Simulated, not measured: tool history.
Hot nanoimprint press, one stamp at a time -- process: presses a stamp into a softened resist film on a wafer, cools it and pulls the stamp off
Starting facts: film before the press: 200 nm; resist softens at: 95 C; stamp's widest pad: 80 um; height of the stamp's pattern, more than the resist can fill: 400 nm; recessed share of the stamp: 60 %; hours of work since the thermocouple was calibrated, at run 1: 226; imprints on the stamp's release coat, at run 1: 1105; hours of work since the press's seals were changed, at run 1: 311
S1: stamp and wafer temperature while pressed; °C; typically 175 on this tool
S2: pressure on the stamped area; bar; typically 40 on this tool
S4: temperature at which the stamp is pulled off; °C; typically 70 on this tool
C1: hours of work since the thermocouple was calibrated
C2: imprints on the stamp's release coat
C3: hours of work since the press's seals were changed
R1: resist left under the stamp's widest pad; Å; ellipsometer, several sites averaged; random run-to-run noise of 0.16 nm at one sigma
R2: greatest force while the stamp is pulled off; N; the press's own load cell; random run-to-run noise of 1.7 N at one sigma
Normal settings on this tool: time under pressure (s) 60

{"run": 1, "hour": 0.0, "S1": 175, "S2": 40, "time under pressure (s)": 60, "S4": 70, "C1": 226, "C2": 1105, "C3": 311, "R1": 971, "R2": 132}
{"run": 2, "hour": 8.1, "S1": 174, "S2": 40, "time under pressure (s)": 60, "S4": 70, "C1": 231, "C2": 1127, "C3": 317, "R1": 1007, "R2": 127}
{"run": 3, "hour": 13.2, "S1": 175, "S2": 40, "time under pressure (s)": 45, "S4": 70, "C1": 234, "C2": 1141, "C3": 320, "R1": 1061, "R2": 129}
{"run": 4, "hour": 23.8, "S1": 175, "S2": 40, "time under pressure (s)": 60, "S4": 70, "C1": 241, "C2": 1170, "C3": 327, "R1": 973, "R2": 132}
{"run": 5, "hour": 30.5, "S1": 175, "S2": 40, "time under pressure (s)": 60, "S4": 70, "C1": 246, "C2": 1188, "C3": 331, "R1": 970, "R2": 130}
{"run": 6, "hour": 38.0, "S1": 175, "S2": 54.5, "time under pressure (s)": 60, "S4": 70, "C1": 250, "C2": 1208, "C3": 336, "R1": 825, "R2": 131}
{"run": 7, "hour": 45.9, "S1": 175, "S2": 54.5, "time under pressure (s)": 60, "S4": 70, "C1": 256, "C2": 1230, "C3": 341, "R1": 823, "R2": 133}
{"run": 8, "hour": 55.9, "S1": 175, "S2": 54.5, "time under pressure (s)": 60, "S4": 70, "C1": 262, "C2": 1257, "C3": 348, "R1": 825, "R2": 130}
{"run": 9, "hour": 64.3, "S1": 175, "S2": 54.5, "time under pressure (s)": 60, "S4": 70, "C1": 268, "C2": 1280, "C3": 353, "R1": 824, "R2": 130}
{"run": 10, "hour": 73.2, "S1": 175, "S2": 54.5, "time under pressure (s)": 60, "S4": 70, "C1": 273, "C2": 1304, "C3": 359, "R1": 825, "R2": 131}
{"run": 11, "hour": 79.6, "S1": 172, "S2": 54.5, "time under pressure (s)": 60, "S4": 70, "C1": 278, "C2": 1322, "C3": 363, "R1": 925, "R2": 134}
{"run": 12, "hour": 89.0, "S1": 175, "S2": 40, "time under pressure (s)": 60, "S4": 56, "C1": 284, "C2": 1348, "C3": 369, "R1": 977, "R2": 183}
{"run": 13, "hour": 94.1, "S1": 175, "S2": 40, "time under pressure (s)": 60, "S4": 56, "C1": 287, "C2": 1361, "C3": 373, "R1": 975, "R2": 178}
{"run": 14, "hour": 103.6, "S1": 175, "S2": 40, "time under pressure (s)": 85, "S4": 70, "C1": 293, "C2": 1387, "C3": 379, "R1": 871, "R2": 134}
{"run": 15, "hour": 108.0, "S1": 175, "S2": 40, "time under pressure (s)": 85, "S4": 70, "C1": 296, "C2": 1399, "C3": 382, "R1": 874, "R2": 134}
{"run": 16, "hour": 118.4, "S1": 179, "S2": 40, "time under pressure (s)": 61, "S4": 69, "C1": 303, "C2": 1428, "C3": 389, "R1": 839, "R2": 136}
{"run": 17, "hour": 128.9, "S1": 174, "S2": 40, "time under pressure (s)": 58, "S4": 70, "C1": 310, "C2": 1456, "C3": 396, "R1": 1024, "R2": 133}
{"hour": 136.9, "done": "plate thermocouple calibrated"}
{"run": 18, "hour": 137.4, "S1": 174, "S2": 40, "time under pressure (s)": 58, "S4": 70, "C1": 0, "C2": 1472, "C3": 399, "R1": 1013, "R2": 134}
{"run": 19, "hour": 147.6, "S1": 174, "S2": 29.2, "time under pressure (s)": 54, "S4": 64, "C1": 7, "C2": 1499, "C3": 406, "R1": 1205, "R2": 155}
{"run": 20, "hour": 156.6, "S1": 174, "S2": 29.2, "time under pressure (s)": 54, "S4": 64, "C1": 13, "C2": 1524, "C3": 412, "R1": 1207, "R2": 155}
{"run": 21, "hour": 166.7, "S1": 164, "S2": 29.2, "time under pressure (s)": 54, "S4": 64, "C1": 19, "C2": 1552, "C3": 418, "R1": 1592, "R2": 152}
{"run": 22, "hour": 172.8, "S1": 169, "S2": 25.8, "time under pressure (s)": 54, "S4": 64, "C1": 23, "C2": 1568, "C3": 422, "R1": 1467, "R2": 154}
{"run": 23, "hour": 178.4, "S1": 169, "S2": 25.8, "time under pressure (s)": 54, "S4": 64, "C1": 27, "C2": 1583, "C3": 426, "R1": 1464, "R2": 155}
{"run": 24, "hour": 187.7, "S1": 175, "S2": 40, "time under pressure (s)": 43, "S4": 70, "C1": 33, "C2": 1609, "C3": 432, "R1": 1070, "R2": 134}
{"run": 25, "hour": 193.4, "S1": 175, "S2": 40, "time under pressure (s)": 43, "S4": 70, "C1": 37, "C2": 1624, "C3": 436, "R1": 1072, "R2": 136}
{"run": 26, "hour": 201.6, "S1": 175, "S2": 40, "time under pressure (s)": 43, "S4": 70, "C1": 42, "C2": 1647, "C3": 441, "R1": 1073, "R2": 138}
{"run": 27, "hour": 210.4, "S1": 184, "S2": 61.1, "time under pressure (s)": 43, "S4": 70, "C1": 48, "C2": 1671, "C3": 447, "R1": 615, "R2": 131}

Below are 3 alternative next runs, each starting from the tool's condition after run 27. Predict each:
{"run": "A", "hour": 217.5, "S1": 184, "S2": 32, "time under pressure (s)": 61, "S4": 61, "C1": 53, "C2": 1690, "C3": 451, "R1": "?", "R2": "?"}
{"run": "B", "hour": 217.5, "S1": 171, "S2": 40, "time under pressure (s)": 92, "S4": 70, "C1": 53, "C2": 1690, "C3": 451, "R1": "?", "R2": "?"}
{"run": "C", "hour": 217.5, "S1": 172, "S2": 40, "time under pressure (s)": 60, "S4": 70, "C1": 53, "C2": 1690, "C3": 451, "R1": "?", "R2": "?"}

run=A R1=791 R2=166
run=B R1=979 R2=134
run=C R1=1079 R2=138
The same runs, with their run-to-run variation unchanged, on a tool lacking any hidden condition would have given:
run=A R1=778 R2=140
run=B R1=960 R2=112
run=C R1=1059 R2=116
